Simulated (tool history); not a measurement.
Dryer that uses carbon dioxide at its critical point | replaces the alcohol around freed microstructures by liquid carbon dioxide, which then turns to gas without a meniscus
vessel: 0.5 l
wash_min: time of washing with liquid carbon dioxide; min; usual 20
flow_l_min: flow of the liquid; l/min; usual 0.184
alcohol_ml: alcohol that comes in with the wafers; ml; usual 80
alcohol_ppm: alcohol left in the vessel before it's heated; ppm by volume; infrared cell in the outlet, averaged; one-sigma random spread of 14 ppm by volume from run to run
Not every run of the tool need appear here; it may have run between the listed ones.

| run | hour | wash_min | flow_l_min | alcohol_ml | alcohol_ppm |
|---|---|---|---|---|---|
| 1 | 0.0 | 20 | 0.184 | 80 | 1124 |
| 2 | 4.3 | 20 | 0.184 | 27 | 372 |
| 3 | 8.9 | 20 | 0.184 | 27 | 375 |
| 4 | 13.1 | 12 | 0.184 | 80 | 7883 |
| 5 | 20.9 | 12 | 0.184 | 80 | 7991 |
| 6 | 30.2 | 20 | 0.269 | 80 | 134 |
| 7 | 34.2 | 20 | 0.269 | 80 | 137 |
| 8 | 39.2 | 20 | 0.269 | 80 | 131 |
| 9 | 45.6 | 20 | 0.269 | 80 | 125 |
| 10 | 52.4 | 20 | 0.184 | 80 | 1121 |
| 11 | 57.0 | 20 | 0.184 | 80 | 1123 |
| 12 | 65.8 | 31 | 0.184 | 101 | 112 |
| 13 | 69.7 | 20 | 0.184 | 45 | 642 |
| 14 | 76.5 | 28 | 0.200 | 84 | 116 |
| 15 | 85.8 | 30 | 0.165 | 52 | 151 |
| 16 | 93.1 | 30 | 0.165 | 52 | 153 |
| 17 | 96.9 | 20 | 0.184 | 56 | 823 |
|  | 102.7 | inlet filter changed |
| 18 | 106.8 | 20 | 0.184 | 56 | 619 |
| 19 | 115.3 | 18 | 0.208 | 31 | 336 |
| 20 | 123.2 | 28 | 0.208 | 31 | 47 |

5 options for the next run, each taken on its own from the tool as it stands now. Forecast them:
| A | 127.2 | 30 | 0.215 | 30 | ? |
| B | 127.2 | 29 | 0.205 | 34 | ? |
| C | 127.2 | 20 | 0.184 | 104 | ? |
| D | 127.2 | 21 | 0.208 | 47 | ? |
| E | 127.2 | 27 | 0.246 | 80 | ? |

| run | alcohol_ppm |
|---|---|
| A | 31 |
| B | 41 |
| C | 1134 |
| D | 230 |
| E | 45 |
The same runs, with their run-to-run variation unchanged, on a tool lacking any hidden condition would have given:
| run | alcohol_ppm |
|---|---|
| A | 6 |
| B | 15 |
| C | 1084 |
| D | 200 |
| E | 19 |
